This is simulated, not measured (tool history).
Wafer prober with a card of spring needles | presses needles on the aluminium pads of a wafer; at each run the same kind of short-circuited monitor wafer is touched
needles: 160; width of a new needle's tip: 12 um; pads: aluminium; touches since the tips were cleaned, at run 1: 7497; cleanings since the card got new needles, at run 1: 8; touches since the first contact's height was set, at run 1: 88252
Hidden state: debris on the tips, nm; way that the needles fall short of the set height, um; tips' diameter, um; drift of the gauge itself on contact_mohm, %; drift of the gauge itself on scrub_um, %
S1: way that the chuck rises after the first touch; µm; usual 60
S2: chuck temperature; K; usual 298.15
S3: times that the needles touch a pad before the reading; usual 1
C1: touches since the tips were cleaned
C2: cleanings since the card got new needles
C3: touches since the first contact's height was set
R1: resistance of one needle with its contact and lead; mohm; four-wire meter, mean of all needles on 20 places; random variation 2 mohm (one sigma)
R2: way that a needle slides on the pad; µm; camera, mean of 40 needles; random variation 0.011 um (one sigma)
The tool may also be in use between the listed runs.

run   hour  S1      S2  S3    C1  C2     C3   R1     R2
  1      0  60  298.15   1  7497   8  88252  247   9.27
         2  -- height of the first contact set anew
       3.6  -- tips cleaned on abrasive film
  2    7.7  41  298.15   1   927   9   1262  241   6.38
  3     19  60  298.15   1  3454   9   3789  242   9.35
  4     26  60  298.15   1  5017   9   5352  242   9.35
  5   37.2  44  298.15   1  7516   9   7851  277   6.85
      39.9  -- tips cleaned on abrasive film
  6   48.1  44  344.15   1  1811  10  10253  252   6.86
  7   60.5  54  310.15   2  4598  10  13040  242    8.4
  8   71.6  41  343.15   1  7069  10  15511  289   6.36
      77.3  -- tips cleaned on abrasive film
  9     80  77  309.15   3   613  11  17371  223  11.98
 10   89.9  77  309.15   3  2822  11  19580  224  11.97
 11   99.6  65  302.15   2  4990  11  21748  229  10.08
 12  106.8  65  302.15   2  6590  11  23348  240   10.1

5 ways to go on from here, each from the tool as it stands after run 12. What would each give?
  A  112.9  47  373.15   1  7964  11  24722   ?   ?
  B  112.9  40  309.15   3  7964  11  24722   ?   ?
  C  112.9  72  309.15   1  7964  11  24722   ?   ?
  D  112.9  59  374.15   1  7964  11  24722   ?   ?
  E  112.9  54  392.15   1  7964  11  24722   ?   ?

run   R1     R2
  A  287   7.29
  B  251   6.19
  C  252  11.22
  D  269   9.18
  E  276   8.38
Without the tool's hidden state the same runs would have given:
run   R1     R2
  A  242   7.33
  B  227   6.23
  C  223  11.26
  D  237   9.22
  E  241   8.41
